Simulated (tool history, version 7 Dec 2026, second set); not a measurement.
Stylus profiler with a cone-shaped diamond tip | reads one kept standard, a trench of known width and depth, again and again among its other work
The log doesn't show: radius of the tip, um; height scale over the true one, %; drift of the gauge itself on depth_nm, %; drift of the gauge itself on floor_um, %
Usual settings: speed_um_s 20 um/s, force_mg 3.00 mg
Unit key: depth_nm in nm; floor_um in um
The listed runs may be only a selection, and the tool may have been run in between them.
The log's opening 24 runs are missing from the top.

run    hour  speed_um_s  force_mg  scans with this tip  hours of work since the height scale was calibrated  depth_nm  floor_um
 25   633.1          20      1.31                 5835                                                  534    200.97     16.37
 26   660.4           9      1.12                 6055                                                  554    200.82     16.36
 27   678.5          19      7.37                 6202                                                  568    202.94     16.38
 28   705.2          19      7.37                 6418                                                  587    202.95     16.34
 29   724.6          19      7.37                 6575                                                  602    202.70     16.31
 30   744.1          44      1.75                 6732                                                  616    201.19     16.16
      747.6  -- height scale calibrated on a step standard
 31   775.7          44      1.75                 6984                                                   21    201.54     16.16
 32   812.3          28      3.00                 7279                                                   48    201.86     16.20
 33   829.2           5      2.07                 7416                                                   60    201.78     16.24
 34   855.5          12      2.84                 7629                                                   80    201.90     16.25
 35   884.1          53      8.07                 7860                                                  101    203.39     16.08
      904.5  -- height scale calibrated on a step standard, once more
 36   908.9          53      8.07                 8057                                                    3    202.73     16.11
 37   940.9          20      1.93                 8315                                                   27    201.21     16.10
 38   972.2          20      1.93                 8569                                                   50    200.90     16.08
 39  1000.5          37      1.24                 8797                                                   71    200.98     15.99
 40  1018.9          20      3.45                 8946                                                   85    201.46     16.08
 41  1045.3          19      8.78                 9159                                                  104    202.91     16.04
 42  1062.0          25      3.00                 9294                                                  117    201.59     16.00
 43  1082.8          38      2.30                 9462                                                  132    201.28     15.97
 44  1106.5          11      2.30                 9654                                                  149    201.20     15.96
 45  1143.2          69      3.45                 9951                                                  177    201.45     15.82
 46  1159.7          69      3.45                10084                                                  189    201.73     15.81

Here are 3 independent what-if runs from the current tool condition. What would each one return?
  A  1180.0          69      8.06                10248                                                  204         ?         ?
  B  1180.0          80      4.10                10248                                                  204         ?         ?
  C  1180.0          20      2.65                10248                                                  204         ?         ?

run  depth_nm  floor_um
  A    202.88     15.85
  B    201.88     15.76
  C    201.58     15.89
Take away the tool's hidden state, keep each run's random variation, and the runs would have read:
run  depth_nm  floor_um
  A    202.81     17.10
  B    201.80     17.01
  C    201.51     17.14
